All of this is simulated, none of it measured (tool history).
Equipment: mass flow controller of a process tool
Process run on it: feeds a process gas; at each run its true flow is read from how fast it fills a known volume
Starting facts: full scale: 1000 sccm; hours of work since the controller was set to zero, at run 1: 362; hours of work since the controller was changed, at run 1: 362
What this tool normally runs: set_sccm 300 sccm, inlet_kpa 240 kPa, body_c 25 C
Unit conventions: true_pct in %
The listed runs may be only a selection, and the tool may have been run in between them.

| run | hour | set_sccm | inlet_kpa | body_c | hours of work since the controller was set to zero | hours of work since the controller was changed | true_pct |
|---|---|---|---|---|---|---|---|
| 1 | 0 | 300 | 240 | 25 | 362 | 362 | 99.65 |
| 2 | 192.6 | 300 | 240 | 25 | 508 | 508 | 99.51 |
| 3 | 389.3 | 300 | 240 | 39 | 657 | 657 | 98.54 |
| 4 | 586.1 | 300 | 240 | 39 | 807 | 807 | 98.49 |
| 5 | 730.9 | 300 | 240 | 25 | 917 | 917 | 99.47 |
| 6 | 941.8 | 300 | 240 | 25 | 1077 | 1077 | 99.41 |
| 7 | 1059.1 | 300 | 240 | 25 | 1166 | 1166 | 99.43 |
| 8 | 1146.1 | 300 | 240 | 25 | 1233 | 1233 | 99.34 |
| 9 | 1274.4 | 718 | 240 | 25 | 1330 | 1330 | 100.46 |
| 10 | 1394.8 | 718 | 240 | 25 | 1422 | 1422 | 100.27 |
| 11 | 1527.7 | 300 | 240 | 25 | 1523 | 1523 | 99.29 |
| 12 | 1655.8 | 300 | 174 | 25 | 1620 | 1620 | 98.92 |
| 13 | 1789.1 | 763 | 240 | 25 | 1721 | 1721 | 100.32 |
| 14 | 1963.8 | 763 | 240 | 25 | 1854 | 1854 | 100.46 |
| 15 | 2154.2 | 300 | 240 | 36 | 1999 | 1999 | 98.5 |
| 16 | 2252.8 | 300 | 240 | 36 | 2074 | 2074 | 98.4 |
| 17 | 2356.6 | 300 | 240 | 36 | 2152 | 2152 | 98.45 |
| 18 | 2524.8 | 868 | 240 | 31 | 2280 | 2280 | 100.2 |
| 19 | 2662.9 | 606 | 240 | 38 | 2385 | 2385 | 99.36 |
| 20 | 2802.5 | 356 | 163 | 25 | 2491 | 2491 | 99.04 |
| 21 | 2924.1 | 356 | 163 | 25 | 2584 | 2584 | 99.07 |
| 22 | 3119.4 | 985 | 225 | 27 | 2732 | 2732 | 100.73 |
| 23 | 3293.4 | 300 | 152 | 32 | 2864 | 2864 | 98.2 |
| 24 | 3477.2 | 122 | 211 | 22 | 3004 | 3004 | 96.14 |
| 25 | 3569 | 244 | 234 | 30 | 3074 | 3074 | 98.11 |

Predict the results of run 26:
| 26 | 3772.2 | 161 | 240 | 38 | 3228 | 3228 | ? |

{"run 26": {"true_pct": 96.1}}
Without the tool's hidden state the same run would have given true_pct 98.39 %.
